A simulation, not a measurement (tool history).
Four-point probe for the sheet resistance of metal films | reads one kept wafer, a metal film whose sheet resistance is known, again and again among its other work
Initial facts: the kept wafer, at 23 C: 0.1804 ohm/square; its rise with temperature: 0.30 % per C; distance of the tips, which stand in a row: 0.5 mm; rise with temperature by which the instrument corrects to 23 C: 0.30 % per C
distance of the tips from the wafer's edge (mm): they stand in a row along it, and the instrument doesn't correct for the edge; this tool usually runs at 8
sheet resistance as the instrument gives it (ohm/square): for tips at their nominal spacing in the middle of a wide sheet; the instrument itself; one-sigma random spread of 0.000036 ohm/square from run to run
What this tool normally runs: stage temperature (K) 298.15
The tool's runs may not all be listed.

run	hour	stage temperature (K)	distance of the tips from the wafer's edge (mm)	sheet resistance as the instrument gives it (ohm/square)
1	0.0	298.15	8	0.183244
2	31.7	298.15	8	0.183294
3	49.4	298.15	8	0.183282
4	80.3	295.15	8	0.183365
5	110.2	295.15	8	0.183398
6	152.0	295.15	8	0.183504
7	191.0	295.15	8	0.183514
8	214.2	295.15	8	0.183564
9	232.2	295.15	8	0.183537
10	266.3	295.15	8	0.183649
11	288.8	295.15	8	0.183708
12	320.9	295.15	8	0.183724
13	349.5	295.15	8	0.183769
14	379.2	295.15	8	0.183818
# hour 382.0: stage's thermometer calibrated
15	416.1	295.15	8	0.184000
16	441.7	295.15	8	0.183973
17	474.2	295.15	8	0.184094
18	512.1	300.15	8	0.184052
# hour 517.2: stage's thermometer calibrated, once more
19	554.3	300.15	8	0.183918
20	591.8	300.15	8	0.183999
21	623.2	300.15	8	0.183937
# hour 632.0: new probe head fitted
22	655.0	298.15	8	0.180480
23	674.6	293.15	59	0.180125
24	707.3	298.15	8	0.180648
25	730.8	298.15	8	0.180679
26	755.7	298.15	8	0.180640
27	787.5	294.15	23	0.180347
28	813.8	292.15	61	0.180336
29	831.2	301.15	27	0.180487
30	862.6	292.15	3	0.183076
31	893.1	292.15	3	0.183156
32	928.4	292.15	38	0.180551
33	959.2	292.15	55	0.180548
34	979.0	294.15	12	0.180764
35	998.6	294.15	12	0.180798
36	1030.5	294.15	12	0.180867
37	1063.0	295.15	60	0.180794
38	1097.2	295.15	60	0.180867
39	1117.8	295.15	60	0.180906
40	1142.0	295.15	60	0.180898
41	1166.9	295.15	60	0.180896
42	1205.3	296.15	3	0.183705
43	1227.1	296.15	3	0.183671
44	1262.2	307.15	46	0.181161

Forecast each of these 3 alternatives for the next run:
A	1302.9	293.15	10	?
B	1302.9	292.15	4	?
C	1302.9	307.15	7	?

run	sheet resistance as the instrument gives it (ohm/square)
A	0.181404
B	0.182601
C	0.181768
Without the tool's unlogged condition, the same runs would have read:
run	sheet resistance as the instrument gives it (ohm/square)
A	0.180672
B	0.181865
C	0.181038

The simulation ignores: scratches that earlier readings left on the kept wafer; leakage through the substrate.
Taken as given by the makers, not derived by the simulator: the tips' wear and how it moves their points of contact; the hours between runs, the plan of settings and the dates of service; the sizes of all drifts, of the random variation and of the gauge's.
